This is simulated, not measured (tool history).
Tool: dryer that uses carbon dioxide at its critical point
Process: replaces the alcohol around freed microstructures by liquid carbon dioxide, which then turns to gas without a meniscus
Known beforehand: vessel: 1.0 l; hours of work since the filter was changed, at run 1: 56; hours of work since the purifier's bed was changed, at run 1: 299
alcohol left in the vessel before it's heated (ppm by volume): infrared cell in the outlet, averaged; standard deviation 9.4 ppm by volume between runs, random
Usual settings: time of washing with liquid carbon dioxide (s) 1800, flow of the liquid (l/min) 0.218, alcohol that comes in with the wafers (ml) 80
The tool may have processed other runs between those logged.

run,day,time of washing with liquid carbon dioxide (s),flow of the liquid (l/min),alcohol that comes in with the wafers (ml),hours of work since the filter was changed,hours of work since the purifier's bed was changed,alcohol left in the vessel before it's heated (ppm by volume)
1,0,1800,0.218,80,56,299,638
2,1.046,1800,0.286,80,70,314,154
3,3.333,1800,0.286,80,100,344,180
4,5.371,1800,0.286,80,128,372,180
5,7.704,1800,0.286,80,159,403,211
6,10.067,1800,0.218,80,191,435,841
7,11.567,1800,0.218,80,212,455,905
8,13.929,1800,0.218,80,243,487,1001
9,15.117,1800,0.218,80,259,503,1012
10,17.246,1800,0.219,80,288,532,1063
11,18.562,2700,0.219,80,306,550,158
12,20.029,2700,0.219,80,326,570,168
13,22.108,1800,0.218,86,354,598,1371
# day 22.325: inlet filter changed
14,24.05,1800,0.144,80,23,623,2954
15,25.117,2040,0.218,80,38,638,341
16,26.421,1800,0.218,80,55,655,630
17,27.588,1800,0.218,80,71,671,661
18,29.338,1800,0.218,80,95,695,702
19,30.879,1800,0.218,80,115,715,711
20,32.433,1800,0.218,80,136,736,769
21,34.65,1800,0.218,23,166,766,264
22,36.833,1800,0.218,23,196,796,284
23,38.858,2700,0.295,80,223,823,57
24,39.821,1440,0.149,80,236,836,6909
25,41.967,1800,0.143,30,265,865,1700
# day 42.721: purifier's bed changed
26,43.1,1380,0.143,43,279,5,4780
27,44.833,1380,0.143,43,302,28,4971
28,47.054,1800,0.178,80,332,58,2557
# day 48.954: inlet filter changed
29,49.254,1800,0.178,80,4,88,1348
30,50.75,1800,0.178,80,24,108,1412
31,52.171,2820,0.178,83,43,127,171
32,54.075,2220,0.218,31,69,153,75
33,55.825,1800,0.324,80,93,176,76
34,57.929,1320,0.288,87,121,205,888
35,59.592,1140,0.288,87,143,227,1770
36,61.525,1140,0.288,50,170,253,1063
37,63.504,2580,0.171,26,196,280,177
38,65.85,2580,0.181,26,228,311,130
39,66.946,1800,0.284,87,243,326,291
40,69.071,2640,0.214,34,271,355,93
41,70.488,2640,0.214,34,290,374,85
42,71.458,1800,0.224,32,304,387,400
43,73.05,1080,0.363,23,325,409,360
44,74.258,1080,0.363,23,341,425,373

Hidden state at the last listed run before each entry between runs and at the first one after, where it differs:
From run 13 to run 14: inlet filter changed (day 22.325)
  flow that reaches the vessel past the clogged filter, %: 83.1 -> 98.6; alcohol in the recycled carbon dioxide, ppm: 31.3 -> 32.4
  measured less the result without the state, alcohol left in the vessel before it's heated (ppm by volume): +797 -> +159
From run 25 to run 26: purifier's bed changed (day 42.721)
  flow that reaches the vessel past the clogged filter, %: 87.3 -> 86.6; alcohol in the recycled carbon dioxide, ppm: 43.1 -> 6.4
  measured less the result without the state, alcohol left in the vessel before it's heated (ppm by volume): +608 -> +1375
From run 28 to run 29: inlet filter changed (day 48.954)
  flow that reaches the vessel past the clogged filter, %: 83.9 -> 99.7; alcohol in the recycled carbon dioxide, ppm: 8.6 -> 10
  measured less the result without the state, alcohol left in the vessel before it's heated (ppm by volume): +1236 -> +20
